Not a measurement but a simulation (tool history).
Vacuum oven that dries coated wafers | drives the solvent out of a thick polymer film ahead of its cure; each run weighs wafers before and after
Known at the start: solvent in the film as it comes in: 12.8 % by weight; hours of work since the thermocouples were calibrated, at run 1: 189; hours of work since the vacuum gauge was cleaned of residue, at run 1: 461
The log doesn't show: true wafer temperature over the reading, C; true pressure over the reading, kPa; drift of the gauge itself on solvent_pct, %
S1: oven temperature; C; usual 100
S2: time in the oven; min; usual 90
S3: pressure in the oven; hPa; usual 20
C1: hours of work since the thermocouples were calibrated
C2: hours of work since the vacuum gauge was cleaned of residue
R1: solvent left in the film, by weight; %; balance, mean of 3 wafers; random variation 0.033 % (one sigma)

run    hour   S1   S2    S3   C1    C2    R1
  1       0  100   90    20  189   461  3.77
  2    65.1  100   90    20  219   492  3.78
  3   129.1  100   83    20  250   522  3.85
  4   188.7  100   83    20  278   550  3.83
  5   260.3  100   83    20  311   583  3.88
  6   328.7  105   90    20  343   615  3.02
  7   388.3  105   58    20  371   643  3.49
  8     458  100   90  31.9  404   676  5.57
  9   496.5  100   90  31.9  422   694  5.59
 10   533.1  105   90    20  439   711  3.07
 11   569.1  100  101    20  456   728   3.7
 12     623  100  101    20  481   754  3.71
 13   695.5  100  101    20  516   788  3.72
 14   757.3  100  101    20  545   817  3.79
 15   833.2  100  101    20  580   852  3.75
 16   881.9   92  101    20  603   875  5.35
      952.4  -- oven's thermocouples calibrated
 17   952.4   87   90    20    0   907  7.11
 18   994.9   87   90    20   20   927  7.19
 19  1038.6   87   93    20   40   948   7.1
 20  1072.1   87   93    20   56   964   7.1
 21  1124.8  100   90    20   81   988  3.99
 22  1181.8  100   90    20  108  1015     4
 23  1252.7  100   90    20  141  1048  4.03
     1276.2  -- vacuum gauge cleaned of residue and calibrated
 24  1294.6  110   65    28  160     9  3.27
 25  1332.9  104   97    32  178    27  4.53
 26  1398.4  104   97    32  209    57  4.56
 27  1437.5  104   97    32  227    76  4.57
 28    1493   92  141  32.3  253   102  7.13
 29  1526.8   92  141  32.3  269   118  7.11
 30  1581.5   92  141  32.3  295   143  7.12
 31  1658.4   92  141  32.3  331   180  7.11
 32  1698.2   98  115  54.8  350   198  9.46
 33    1737   98  135  54.8  368   216  9.43
 34  1777.1   89   52  35.4  387   235  9.78
 35  1816.2   89   52  35.4  405   254  9.76
 36  1866.2  112   90  49.5  428   277  5.18
 37  1901.9  112   90  49.5  445   294  5.24
 38  1936.6   86   46  11.5  462   310     7
 39  2007.5  101   61  11.5  495   343  2.78
 40  2049.8  106   84  53.1  515   363  7.01
 41  2090.8  113   90  15.8  534   383  1.77
 42    2154   92  143  17.8  564   412  4.22
 43  2216.2  114  124    20  593   441  2.07
 44  2280.6  108   95    20  623   472  2.59
     2312.3  -- oven's thermocouples calibrated
 45    2339   86   90  16.8   13   498  6.64
 46  2377.2   86   90  16.8   30   516   6.8

Forecast each of these 3 alternatives for the next run:
  A  2409.1  105   90    20  45  531   ?
  B  2409.1  100   90  73.3  45  531   ?
  C  2409.1  114  130    24  45  531   ?

run    R1
  A  3.15
  B  12.2
  C  2.59
Without the tool's hidden state the same runs would have given:
run     R1
  A   2.88
  B  11.89
  C   2.39
